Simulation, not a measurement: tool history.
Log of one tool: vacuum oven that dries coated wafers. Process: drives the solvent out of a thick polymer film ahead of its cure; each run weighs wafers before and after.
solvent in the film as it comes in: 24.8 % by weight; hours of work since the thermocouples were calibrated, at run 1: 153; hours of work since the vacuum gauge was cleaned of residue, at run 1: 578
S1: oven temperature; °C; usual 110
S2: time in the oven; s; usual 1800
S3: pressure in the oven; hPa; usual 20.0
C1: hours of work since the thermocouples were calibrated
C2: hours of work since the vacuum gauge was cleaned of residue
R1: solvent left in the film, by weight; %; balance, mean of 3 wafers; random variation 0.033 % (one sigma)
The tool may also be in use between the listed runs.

Run 1, hour 0.0: usual settings; C1 153; C2 578. Result: R1 3.33 %.
Run 2, hour 70.3: usual settings; C1 184; C2 610. Result: R1 3.36 %.
Run 3, hour 154.7: usual settings; C1 222; C2 648. Result: R1 3.40 %.
Run 4, hour 275.9: usual settings but S2 1260 s; C1 277; C2 702. Result: R1 5.34 %.
Run 5, hour 329.0: usual settings; C1 301; C2 726. Result: R1 3.43 %.
Run 6, hour 418.1: usual settings; C1 341; C2 766. Result: R1 3.44 %.
Run 7, hour 498.1: usual settings; C1 377; C2 802. Result: R1 3.50 %.
Run 8, hour 624.0: usual settings but S1 124 °C; C1 434; C2 859. Result: R1 1.08 %.
Run 9, hour 697.9: usual settings but S1 124 °C; C1 467; C2 892. Result: R1 1.04 %.
Run 10, hour 788.1: usual settings but S1 124 °C; C1 508; C2 933. Result: R1 1.11 %.
Run 11, hour 849.2: usual settings but S1 124 °C; C1 535; C2 960. Result: R1 1.06 %.
Run 12, hour 949.3: usual settings but S1 108 °C; C1 580; C2 1005. Result: R1 4.33 %.
Run 13, hour 1033.5: usual settings but S2 1140 s, S3 27.1 hPa; C1 618; C2 1043. Result: R1 6.69 %.
Run 14, hour 1153.6: usual settings but S1 104 °C, S2 1920 s, S3 27.1 hPa; C1 672; C2 1097. Result: R1 6.23 %.
Run 15, hour 1250.4: usual settings but S1 104 °C, S2 1920 s, S3 27.1 hPa; C1 716; C2 1141. Result: R1 6.38 %.
Run 16, hour 1372.3: usual settings but S1 104 °C, S2 1920 s, S3 27.1 hPa; C1 771; C2 1196. Result: R1 6.30 %.
At hour 1381.2: oven's thermocouples calibrated.
Run 17, hour 1503.9: usual settings but S1 120 °C, S2 960 s, S3 27.1 hPa; C1 55; C2 1254. Result: R1 3.92 %.
Run 18, hour 1594.4: usual settings but S2 2640 s, S3 42.2 hPa; C1 96; C2 1295. Result: R1 4.11 %.
Run 19, hour 1661.3: usual settings but S2 1320 s, S3 14.6 hPa; C1 126; C2 1325. Result: R1 5.50 %.
Run 20, hour 1744.2: usual settings but S1 115 °C; C1 163; C2 1363. Result: R1 2.63 %.
Run 21, hour 1827.3: usual settings but S1 115 °C; C1 201; C2 1400. Result: R1 2.59 %.

Forecast run 22:
Run 22, hour 1893.5: usual settings but S1 118 °C, S2 1980 s, S3 16.2 hPa; C1 231; C2 1430. Result: R1 ?.

{"run 22": {"R1": 1.6}}
Without the tool's hidden state the same run would have given R1 1.03 %.
